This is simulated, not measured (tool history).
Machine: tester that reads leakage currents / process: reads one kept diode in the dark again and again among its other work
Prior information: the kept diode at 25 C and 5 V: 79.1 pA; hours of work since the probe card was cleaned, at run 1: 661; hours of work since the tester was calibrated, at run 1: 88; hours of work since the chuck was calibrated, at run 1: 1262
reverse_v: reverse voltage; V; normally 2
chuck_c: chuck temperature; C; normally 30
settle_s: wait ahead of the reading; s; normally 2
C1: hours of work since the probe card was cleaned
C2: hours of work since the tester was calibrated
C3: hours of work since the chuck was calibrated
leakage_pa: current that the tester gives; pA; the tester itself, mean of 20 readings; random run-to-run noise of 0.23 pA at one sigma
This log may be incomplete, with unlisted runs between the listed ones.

{"run": 1, "day": 0.0, "reverse_v": 2, "chuck_c": 30, "settle_s": 2, "C1": 661, "C2": 88, "C3": 1262, "leakage_pa": 76.47}
{"run": 2, "day": 5.612, "reverse_v": 2.37, "chuck_c": 30, "settle_s": 2, "C1": 716, "C2": 143, "C3": 1317, "leakage_pa": 82.37}
{"run": 3, "day": 9.596, "reverse_v": 2.37, "chuck_c": 30, "settle_s": 2, "C1": 755, "C2": 182, "C3": 1356, "leakage_pa": 82.74}
{"run": 4, "day": 15.979, "reverse_v": 2.37, "chuck_c": 30, "settle_s": 2, "C1": 817, "C2": 244, "C3": 1418, "leakage_pa": 81.98}
{"run": 5, "day": 20.338, "reverse_v": 2, "chuck_c": 30, "settle_s": 2, "C1": 859, "C2": 287, "C3": 1460, "leakage_pa": 76.89}
{"run": 6, "day": 27.121, "reverse_v": 2, "chuck_c": 30, "settle_s": 7.61, "C1": 925, "C2": 353, "C3": 1526, "leakage_pa": 76.1}
{"run": 7, "day": 33.312, "reverse_v": 2, "chuck_c": 30, "settle_s": 7.61, "C1": 986, "C2": 413, "C3": 1587, "leakage_pa": 76.38}
{"run": 8, "day": 38.017, "reverse_v": 2, "chuck_c": 30, "settle_s": 7.61, "C1": 1032, "C2": 459, "C3": 1633, "leakage_pa": 76.49}
{"run": 9, "day": 45.058, "reverse_v": 2, "chuck_c": 30, "settle_s": 7.61, "C1": 1100, "C2": 527, "C3": 1701, "leakage_pa": 76.47}
{"run": 10, "day": 53.8, "reverse_v": 2, "chuck_c": 30, "settle_s": 7.61, "C1": 1185, "C2": 613, "C3": 1786, "leakage_pa": 76.44}
{"run": 11, "day": 62.442, "reverse_v": 2, "chuck_c": 30, "settle_s": 7.61, "C1": 1270, "C2": 697, "C3": 1870, "leakage_pa": 76.45}
{"day": 64.483, "done": "probe card cleaned and baked"}
{"run": 12, "day": 71.258, "reverse_v": 2, "chuck_c": 24, "settle_s": 7.61, "C1": 66, "C2": 781, "C3": 1955, "leakage_pa": 48.47}
{"day": 72.742, "done": "chuck's temperature calibrated"}
{"run": 13, "day": 79.888, "reverse_v": 2, "chuck_c": 24, "settle_s": 7.61, "C1": 149, "C2": 865, "C3": 70, "leakage_pa": 48.77}
{"run": 14, "day": 87.067, "reverse_v": 2, "chuck_c": 24, "settle_s": 7.61, "C1": 219, "C2": 935, "C3": 140, "leakage_pa": 48.7}
{"run": 15, "day": 94.158, "reverse_v": 2, "chuck_c": 24, "settle_s": 7.61, "C1": 288, "C2": 1004, "C3": 209, "leakage_pa": 48.73}
{"run": 16, "day": 99.738, "reverse_v": 2, "chuck_c": 57, "settle_s": 2, "C1": 343, "C2": 1058, "C3": 263, "leakage_pa": 480.78}
{"run": 17, "day": 105.496, "reverse_v": 2, "chuck_c": 57, "settle_s": 2, "C1": 399, "C2": 1114, "C3": 319, "leakage_pa": 479.78}

Forecast run 18:
{"run": 18, "day": 110.479, "reverse_v": 2, "chuck_c": 30, "settle_s": 2, "C1": 447, "C2": 1163, "C3": 368, "leakage_pa": "?"}

For run 18 the tool returned leakage_pa 76.56 pA.
Take away the tool's hidden state, keep the run-to-run variation as it was, and the same run would have given leakage_pa 76.54 pA.

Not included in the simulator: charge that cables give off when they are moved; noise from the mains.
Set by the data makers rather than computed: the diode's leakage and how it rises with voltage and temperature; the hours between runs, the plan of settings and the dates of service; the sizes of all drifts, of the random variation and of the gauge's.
